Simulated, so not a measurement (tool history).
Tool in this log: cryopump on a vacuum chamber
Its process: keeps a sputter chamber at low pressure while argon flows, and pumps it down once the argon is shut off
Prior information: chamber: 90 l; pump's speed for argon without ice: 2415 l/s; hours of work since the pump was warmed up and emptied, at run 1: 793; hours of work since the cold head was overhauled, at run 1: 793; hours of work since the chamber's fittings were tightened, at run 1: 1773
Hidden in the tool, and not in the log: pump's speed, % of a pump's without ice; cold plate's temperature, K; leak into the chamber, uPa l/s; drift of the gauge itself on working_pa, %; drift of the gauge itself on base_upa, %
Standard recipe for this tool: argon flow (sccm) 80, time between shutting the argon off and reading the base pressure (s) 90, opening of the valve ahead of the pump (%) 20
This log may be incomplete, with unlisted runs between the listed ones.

run    hour  argon flow (sccm)  time between shutting the argon off and reading the base pressure (s)  opening of the valve ahead of the pump (%)  hours of work since the pump was warmed up and emptied  hours of work since the cold head was overhauled  hours of work since the chamber's fittings were tightened  pressure while argon flows (Pa)  pressure after the wait (uPa)
  1       0                 80                                                                     90                                          20                                                     793                                               793                                                       1773                           0.2891                           0.97
  2    45.2                 80                                                                     90                                          20                                                     821                                               821                                                       1802                           0.2911                           0.99
  3    67.1                 80                                                                    173                                          20                                                     836                                               836                                                       1816                           0.2921                            0.8
  4   116.8                 80                                                                    173                                          20                                                     867                                               867                                                       1848                           0.2919                           0.79
  5   141.9                 80                                                                    173                                          20                                                     883                                               883                                                       1864                           0.2914                           0.77
  6   190.7                 80                                                                     25                                          20                                                     915                                               915                                                       1895                           0.2928                           2.12
  7   219.7                 80                                                                     25                                          20                                                     933                                               933                                                       1914                           0.2933                           2.13
  8   250.7                 80                                                                     90                                          20                                                     953                                               953                                                       1934                           0.2942                           1.09
  9   276.2                 80                                                                     90                                          20                                                     970                                               970                                                       1950                           0.2938                           1.05
 10   303.1                 80                                                                     90                                          20                                                     987                                               987                                                       1967                           0.2924                           1.11
 11   343.3                 80                                                                     90                                          20                                                    1013                                              1013                                                       1993                           0.2938                           1.06
 12   366.3                 80                                                                     90                                          20                                                    1027                                              1027                                                       2008                           0.2964                           1.03
 13   419.2                 80                                                                     90                                          20                                                    1061                                              1061                                                       2042                           0.2954                           1.07
 14   467.4                 80                                                                     90                                          20                                                    1092                                              1092                                                       2073                           0.2968                           1.11
 15   505.6                 80                                                                     90                                          20                                                    1117                                              1117                                                       2097                           0.2969                           1.09
 16     528                 80                                                                     68                                          20                                                    1131                                              1131                                                       2111                           0.2975                           1.28
 17   556.5                 80                                                                     68                                          20                                                    1149                                              1149                                                       2130                           0.2979                           1.26
 18   607.7                144                                                                    229                                          32                                                    1182                                              1182                                                       2163                           0.3493                           0.83
      617.7  -- pump warmed up, emptied and cooled again
 19   648.3                143                                                                    229                                          35                                                      20                                              1205                                                       2185                           0.2891                           0.74
 20   697.6                 56                                                                     90                                          43                                                      51                                              1236                                                       2217                           0.0923                           0.99
 21   739.6                 56                                                                     90                                          43                                                      78                                              1263                                                       2244                           0.0931                              1
 22   774.9                110                                                                    252                                          20                                                     101                                              1286                                                       2266                           0.3863                           0.76
 23   807.6                 80                                                                     90                                          36                                                     122                                              1307                                                       2287                            0.158                           0.98
 24     830                 41                                                                    284                                          15                                                     136                                              1321                                                       2302                           0.1938                            0.7
 25   872.3                 41                                                                    284                                          15                                                     163                                              1348                                                       2329                           0.1922                           0.77
 26   907.6                104                                                                     89                                          15                                                     186                                              1371                                                       2352                           0.4887                           0.99
 27   931.2                 86                                                                     89                                          15                                                     201                                              1386                                                       2367                           0.4064                              1
 28   978.6                 50                                                                    234                                          33                                                     231                                              1416                                                       2397                           0.1073                           0.81
 29  1004.8                 35                                                                    264                                          45                                                     248                                              1433                                                       2414                           0.0559                           0.78
 30  1035.1                 80                                                                    145                                          20                                                     268                                              1453                                                       2433                           0.2843                           0.94
 31  1065.3                 80                                                                    145                                          20                                                     287                                              1472                                                       2453                           0.2856                           0.91
 32  1098.7                 80                                                                    145                                          20                                                     308                                              1493                                                       2474                           0.2846                           0.91
 33  1140.6                 43                                                                    145                                          21                                                     335                                              1520                                                       2501                           0.1473                           0.88

What if the next run were any one of these 4? Each begins from the tool's condition after run 33:
  A  1167.8                 61                                                                    145                                          21                                                     353                                              1538                                                       2518                                ?                              ?
  B  1167.8                 38                                                                    288                                          34                                                     353                                              1538                                                       2518                                ?                              ?
  C  1167.8                 83                                                                     86                                          24                                                     353                                              1538                                                       2518                                ?                              ?
  D  1167.8                 89                                                                    145                                          23                                                     353                                              1538                                                       2518                                ?                              ?

run  pressure while argon flows (Pa)  pressure after the wait (uPa)
  A                            0.208                           0.96
  B                           0.0812                            0.8
  C                            0.248                           1.12
  D                           0.2773                           0.88
Without the tool's hidden state the same runs would have given:
run  pressure while argon flows (Pa)  pressure after the wait (uPa)
  A                           0.2043                           0.42
  B                           0.0789                           0.26
  C                           0.2429                           0.58
  D                           0.2718                           0.36
